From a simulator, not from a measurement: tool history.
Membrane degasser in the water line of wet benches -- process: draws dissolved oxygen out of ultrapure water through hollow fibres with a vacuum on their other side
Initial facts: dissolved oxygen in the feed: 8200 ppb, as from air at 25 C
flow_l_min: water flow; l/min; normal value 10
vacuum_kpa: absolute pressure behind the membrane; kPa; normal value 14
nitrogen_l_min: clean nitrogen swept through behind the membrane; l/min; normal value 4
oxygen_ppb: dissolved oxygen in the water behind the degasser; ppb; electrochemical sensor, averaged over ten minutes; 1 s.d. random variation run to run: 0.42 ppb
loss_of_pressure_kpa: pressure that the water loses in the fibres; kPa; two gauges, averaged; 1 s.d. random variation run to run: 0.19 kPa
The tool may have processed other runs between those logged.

Run 1, hour 0: usual settings. Result: oxygen_ppb 71.4 ppb, loss_of_pressure_kpa 38.45 kPa.
Run 2, hour 150.7: usual settings but flow_l_min 11 l/min. Result: oxygen_ppb 80.2 ppb, loss_of_pressure_kpa 42.47 kPa.
Run 3, hour 332.3: usual settings but flow_l_min 11 l/min. Result: oxygen_ppb 80.6 ppb, loss_of_pressure_kpa 42.5 kPa.
Run 4, hour 421.4: usual settings but flow_l_min 11 l/min. Result: oxygen_ppb 80.8 ppb, loss_of_pressure_kpa 42.42 kPa.
Run 5, hour 559.2: usual settings but flow_l_min 11 l/min. Result: oxygen_ppb 80.9 ppb, loss_of_pressure_kpa 42.99 kPa.
Run 6, hour 737.7: usual settings but flow_l_min 11 l/min, nitrogen_l_min 3.7 l/min. Result: oxygen_ppb 87.5 ppb, loss_of_pressure_kpa 42.79 kPa.
Run 7, hour 812.4: usual settings but flow_l_min 12 l/min, nitrogen_l_min 3.7 l/min. Result: oxygen_ppb 96 ppb, loss_of_pressure_kpa 46.67 kPa.
Run 8, hour 912.5: usual settings but flow_l_min 12 l/min, nitrogen_l_min 3.7 l/min. Result: oxygen_ppb 95.8 ppb, loss_of_pressure_kpa 46.49 kPa.
Run 9, hour 1091.2: usual settings but flow_l_min 12 l/min, vacuum_kpa 16.7 kPa, nitrogen_l_min 3.8 l/min. Result: oxygen_ppb 115.6 ppb, loss_of_pressure_kpa 46.82 kPa.
At hour 1174.5: vacuum gauge calibrated.
Run 10, hour 1229.4: usual settings but nitrogen_l_min 1.65 l/min. Result: oxygen_ppb 171.4 ppb, loss_of_pressure_kpa 39.01 kPa.
Run 11, hour 1371.3: usual settings but vacuum_kpa 12.8 kPa, nitrogen_l_min 1.65 l/min. Result: oxygen_ppb 155.3 ppb, loss_of_pressure_kpa 39.25 kPa.
Run 12, hour 1536.5: usual settings but vacuum_kpa 12.8 kPa, nitrogen_l_min 1.65 l/min. Result: oxygen_ppb 154 ppb, loss_of_pressure_kpa 39.3 kPa.

Run 13, settings as shown, results not yet in. Your forecast:
At hour 1547.1: vacuum gauge calibrated, once more.
Run 13, hour 1690.8: usual settings but vacuum_kpa 12.1 kPa, nitrogen_l_min 5.83 l/min. Result: oxygen_ppb ?, loss_of_pressure_kpa ?.

oxygen_ppb: 41.7 ppb
loss_of_pressure_kpa: 39.27 kPa
If the tool had no hidden condition, the same run with the same run-to-run variation would have returned oxygen_ppb 40.3 ppb, loss_of_pressure_kpa 37.83 kPa.
